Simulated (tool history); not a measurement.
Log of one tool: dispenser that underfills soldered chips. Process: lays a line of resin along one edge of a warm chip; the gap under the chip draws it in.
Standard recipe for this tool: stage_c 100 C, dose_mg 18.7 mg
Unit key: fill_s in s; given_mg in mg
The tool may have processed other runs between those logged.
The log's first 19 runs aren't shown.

{"hour": 156.1, "done": "new syringe of resin"}
{"run": 20, "hour": 161.4, "stage_c": 106, "dose_mg": 22.8, "fill_s": 62.1, "given_mg": 22.62}
{"hour": 169.2, "done": "new syringe of resin"}
{"run": 21, "hour": 173.0, "stage_c": 106, "dose_mg": 22.8, "fill_s": 59.3, "given_mg": 22.57}
{"run": 22, "hour": 179.7, "stage_c": 106, "dose_mg": 22.8, "fill_s": 81.3, "given_mg": 22.53}
{"hour": 181.8, "done": "new syringe of resin"}
{"run": 23, "hour": 190.8, "stage_c": 106, "dose_mg": 22.8, "fill_s": 74.6, "given_mg": 22.45}
{"hour": 194.7, "done": "new syringe of resin"}
{"run": 24, "hour": 200.4, "stage_c": 106, "dose_mg": 22.8, "fill_s": 63.9, "given_mg": 22.45}
{"hour": 207.7, "done": "new syringe of resin"}
{"run": 25, "hour": 209.8, "stage_c": 106, "dose_mg": 22.8, "fill_s": 54, "given_mg": 22.43}
{"run": 26, "hour": 219.3, "stage_c": 113, "dose_mg": 18, "fill_s": 67.2, "given_mg": 17.7}
{"hour": 220.6, "done": "new syringe of resin"}
{"run": 27, "hour": 228.5, "stage_c": 113, "dose_mg": 18, "fill_s": 57.9, "given_mg": 17.58}
{"hour": 233.3, "done": "new syringe of resin"}
{"run": 28, "hour": 237.5, "stage_c": 113, "dose_mg": 19.7, "fill_s": 46.8, "given_mg": 19.17}
{"hour": 246.2, "done": "new syringe of resin"}
{"run": 29, "hour": 248.7, "stage_c": 113, "dose_mg": 19.7, "fill_s": 43.7, "given_mg": 19.07}
{"run": 30, "hour": 257.0, "stage_c": 92, "dose_mg": 20.9, "fill_s": 133, "given_mg": 20.3}
{"hour": 259.0, "done": "new syringe of resin"}
{"run": 31, "hour": 267.2, "stage_c": 102, "dose_mg": 18.8, "fill_s": 83.1, "given_mg": 18.22}
{"hour": 271.9, "done": "new syringe of resin"}
{"run": 32, "hour": 274.5, "stage_c": 102, "dose_mg": 18.8, "fill_s": 64.1, "given_mg": 18.04}
{"run": 33, "hour": 283.7, "stage_c": 102, "dose_mg": 18.8, "fill_s": 98.2, "given_mg": 17.98}
{"hour": 284.6, "done": "new syringe of resin"}
{"run": 34, "hour": 291.1, "stage_c": 102, "dose_mg": 18.8, "fill_s": 78.8, "given_mg": 17.97}
{"hour": 297.3, "done": "dispensing valve cleaned and set on the balance"}
{"hour": 298.6, "done": "new syringe of resin"}
{"run": 35, "hour": 301.1, "stage_c": 102, "dose_mg": 18.8, "fill_s": 64.8, "given_mg": 18.8}

Consider 3 possible next runs. They are alternatives, not a sequence: every one starts from the tool as it was left by run 35. What does each give?
{"run": "A", "hour": 309.5, "stage_c": 102, "dose_mg": 21, "fill_s": "?", "given_mg": "?"}
{"run": "B", "hour": 309.5, "stage_c": 113, "dose_mg": 16.1, "fill_s": "?", "given_mg": "?"}
{"run": "C", "hour": 309.5, "stage_c": 105, "dose_mg": 24.3, "fill_s": "?", "given_mg": "?"}

run=A fill_s=92 given_mg=21.02
run=B fill_s=66.8 given_mg=16.16
run=C fill_s=82.3 given_mg=24.16
With no hidden state in the tool, these same runs would have given:
run=A fill_s=60.7 given_mg=21.08
run=B fill_s=44 given_mg=16.2
run=C fill_s=54.5 given_mg=24.23

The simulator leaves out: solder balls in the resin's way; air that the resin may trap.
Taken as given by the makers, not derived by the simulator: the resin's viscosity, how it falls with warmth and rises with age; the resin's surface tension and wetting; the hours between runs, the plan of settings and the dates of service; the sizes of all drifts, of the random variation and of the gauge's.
